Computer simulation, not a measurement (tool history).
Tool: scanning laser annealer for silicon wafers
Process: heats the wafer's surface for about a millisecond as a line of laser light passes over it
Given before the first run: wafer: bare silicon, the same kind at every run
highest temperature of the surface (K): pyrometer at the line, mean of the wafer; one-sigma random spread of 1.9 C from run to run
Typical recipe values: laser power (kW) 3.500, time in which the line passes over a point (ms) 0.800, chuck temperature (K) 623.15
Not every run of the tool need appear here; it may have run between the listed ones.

run,day,laser power (kW),time in which the line passes over a point (ms),chuck temperature (K),highest temperature of the surface (K)
1,0.000,3.500,0.800,623.15,1332.15
2,1.438,3.500,0.800,623.15,1329.15
3,2.721,3.500,0.800,623.15,1327.15
# day 3.229: window over the wafer cleaned
4,4.579,3.500,0.636,623.15,1298.15
5,5.558,3.500,0.636,623.15,1296.15
6,7.367,3.500,0.800,623.15,1359.15
7,8.721,3.700,0.885,655.15,1464.15
8,9.658,3.700,0.885,655.15,1464.15
9,11.067,3.159,0.937,621.15,1311.15
10,12.867,3.845,0.882,623.15,1451.15
11,13.654,3.845,0.882,623.15,1454.15

Measured minus without-hidden-state, run by run (identical run-to-run variation in each term; gauge scatter may differ):
Unlogged tool condition in this case: light that passes the window, % of a clean one's; laser's true power over the reading, %; width of the line over the set one, %; drift of the gauge itself on peak_c, C.
run,highest temperature of the surface (K)
1,-53.00
2,-58.00
3,-61.00
4,-17.00
5,-20.00
6,-29.00
7,-36.00
8,-40.00
9,-38.00
10,-52.00
11,-54.00
